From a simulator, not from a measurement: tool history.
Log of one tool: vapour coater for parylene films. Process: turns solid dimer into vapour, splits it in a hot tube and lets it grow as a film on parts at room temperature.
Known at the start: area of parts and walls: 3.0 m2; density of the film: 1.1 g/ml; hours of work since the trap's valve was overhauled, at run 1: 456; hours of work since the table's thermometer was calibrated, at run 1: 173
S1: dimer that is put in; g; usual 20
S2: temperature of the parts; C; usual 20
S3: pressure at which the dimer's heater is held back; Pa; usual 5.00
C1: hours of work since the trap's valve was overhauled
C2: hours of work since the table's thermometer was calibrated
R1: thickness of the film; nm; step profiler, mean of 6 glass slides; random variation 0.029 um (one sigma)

| run | hour | S1 | S2 | S3 | C1 | C2 | R1 |
|---|---|---|---|---|---|---|---|
| 1 | 0.0 | 20 | 20 | 5.00 | 456 | 173 | 4410 |
| 2 | 9.8 | 20 | 20 | 5.00 | 461 | 178 | 4410 |
| 3 | 22.8 | 20 | 20 | 5.00 | 468 | 185 | 4380 |
| 4 | 32.6 | 20 | 20 | 5.00 | 473 | 190 | 4350 |
| 5 | 42.4 | 20 | 14 | 5.00 | 478 | 195 | 5570 |
| 6 | 53.0 | 20 | 14 | 5.00 | 484 | 201 | 5590 |
| 7 | 74.7 | 20 | 14 | 5.00 | 495 | 212 | 5590 |
| 8 | 87.8 | 20 | 14 | 5.00 | 502 | 219 | 5540 |
| 9 | 109.1 | 20 | 14 | 5.00 | 513 | 230 | 5550 |
| 10 | 119.6 | 20 | 14 | 5.00 | 519 | 236 | 5520 |
| 11 | 138.5 | 20 | 14 | 5.00 | 529 | 246 | 5510 |
| 12 | 153.4 | 20 | 14 | 5.00 | 537 | 254 | 5470 |
| 13 | 172.8 | 20 | 14 | 5.00 | 547 | 264 | 5540 |
| 14 | 189.3 | 20 | 22 | 5.00 | 556 | 273 | 3890 |
| 15 | 198.4 | 20 | 22 | 5.00 | 560 | 277 | 3960 |
| 16 | 215.6 | 20 | 20 | 4.72 | 569 | 286 | 4320 |
| 17 | 229.5 | 20 | 20 | 4.72 | 577 | 294 | 4350 |
| 18 | 238.6 | 20 | 20 | 4.72 | 581 | 298 | 4340 |
| 19 | 257.9 | 11 | 20 | 4.72 | 592 | 308 | 2420 |
| 20 | 273.4 | 11 | 20 | 4.72 | 600 | 317 | 2380 |
| 21 | 291.4 | 11 | 20 | 4.72 | 609 | 326 | 2340 |
| 22 | 305.1 | 20 | 20 | 5.00 | 616 | 333 | 4290 |
| 23 | 315.6 | 20 | 20 | 5.00 | 622 | 339 | 4270 |
| 24 | 334.5 | 20 | 20 | 5.00 | 632 | 349 | 4250 |
| 25 | 356.6 | 30 | 20 | 10.58 | 643 | 360 | 5770 |
| 26 | 375.2 | 18 | 20 | 5.00 | 653 | 370 | 3800 |
| 27 | 390.4 | 9 | 30 | 10.70 | 661 | 378 | 1090 |
| 28 | 403.5 | 9 | 30 | 10.70 | 668 | 385 | 1100 |
| 29 | 417.1 | 20 | 13 | 9.84 | 675 | 392 | 5320 |
| 30 | 428.8 | 20 | 13 | 9.84 | 681 | 398 | 5320 |
| 31 | 438.8 | 20 | 13 | 9.84 | 686 | 403 | 5250 |
| 32 | 449.0 | 18 | 15 | 4.68 | 692 | 409 | 4780 |
|  | 460.2 | trap's valve overhauled |
| 33 | 475.1 | 13 | 30 | 4.68 | 8 | 420 | 1950 |
|  | 477.1 | table's thermometer calibrated |
| 34 | 494.1 | 17 | 15 | 3.38 | 17 | 9 | 5010 |
| 35 | 510.5 | 17 | 15 | 3.38 | 26 | 17 | 5070 |
|  | 526.2 | table's thermometer calibrated, once more |
| 36 | 526.4 | 17 | 15 | 3.38 | 34 | 0 | 5010 |
| 37 | 539.8 | 20 | 13 | 3.61 | 41 | 7 | 5900 |
| 38 | 551.5 | 20 | 13 | 3.61 | 47 | 13 | 5880 |
| 39 | 569.7 | 20 | 13 | 3.61 | 56 | 23 | 5840 |
| 40 | 587.9 | 10 | 21 | 2.38 | 66 | 32 | 2430 |
| 41 | 598.2 | 20 | 15 | 5.00 | 71 | 38 | 5710 |

The next listed run, before its measurement:
| 42 | 618.7 | 26 | 26 | 6.75 | 82 | 49 | ? |

Run 42 gave R1 4420 nm.
Without the tool's hidden state the same run would have given R1 4490 nm.
